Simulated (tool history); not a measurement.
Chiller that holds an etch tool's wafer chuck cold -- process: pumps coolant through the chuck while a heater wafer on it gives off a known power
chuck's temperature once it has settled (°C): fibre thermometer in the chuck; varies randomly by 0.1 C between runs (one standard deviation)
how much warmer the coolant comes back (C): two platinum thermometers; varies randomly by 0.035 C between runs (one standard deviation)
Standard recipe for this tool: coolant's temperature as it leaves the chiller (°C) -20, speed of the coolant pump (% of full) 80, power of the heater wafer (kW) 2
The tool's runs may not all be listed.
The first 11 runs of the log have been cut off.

run    hour  coolant's temperature as it leaves the chiller (°C)  speed of the coolant pump (% of full)  power of the heater wafer (kW)  chuck's temperature once it has settled (°C)  how much warmer the coolant comes back (C)
 12   784.3                                                  -20                                     80                               2                                          -7.1                                        5.79
 13   830.1                                                  -20                                     80                               2                                            -7                                         5.8
 14   920.5                                                  -20                                     80                           1.534                                           -10                                        4.49
 15   960.8                                                  -20                                     80                               2                                          -7.1                                        5.85
 16  1043.5                                                  -20                                     80                               2                                          -7.1                                        5.83
 17  1109.9                                                  -10                                     77                               2                                           3.4                                        6.13
 18  1160.8                                                  -20                                     70                           1.735                                          -7.3                                        5.88
 19  1256.5                                                  -22                                     89                           2.585                                          -6.7                                        6.69
 20  1312.6                                                  -22                                     89                           2.585                                          -6.8                                        6.73
 21  1356.9                                                  -27                                     88                           1.069                                         -20.4                                        2.84
 22  1447.6                                                  -27                                     79                           1.876                                         -14.5                                        5.56

Run 23 is up next; what results do you expect?
     1469.2  -- chiller's thermometer calibrated
 23  1526.3                                                  -27                                     79                           1.876                                             ?                                           ?

chuck's temperature once it has settled (°C): -14.7
how much warmer the coolant comes back (C): 5.63
Take away the tool's hidden state, keep the run-to-run variation as it was, and the same run would have given chuck's temperature once it has settled (°C) -15.3, how much warmer the coolant comes back (C) 5.5.

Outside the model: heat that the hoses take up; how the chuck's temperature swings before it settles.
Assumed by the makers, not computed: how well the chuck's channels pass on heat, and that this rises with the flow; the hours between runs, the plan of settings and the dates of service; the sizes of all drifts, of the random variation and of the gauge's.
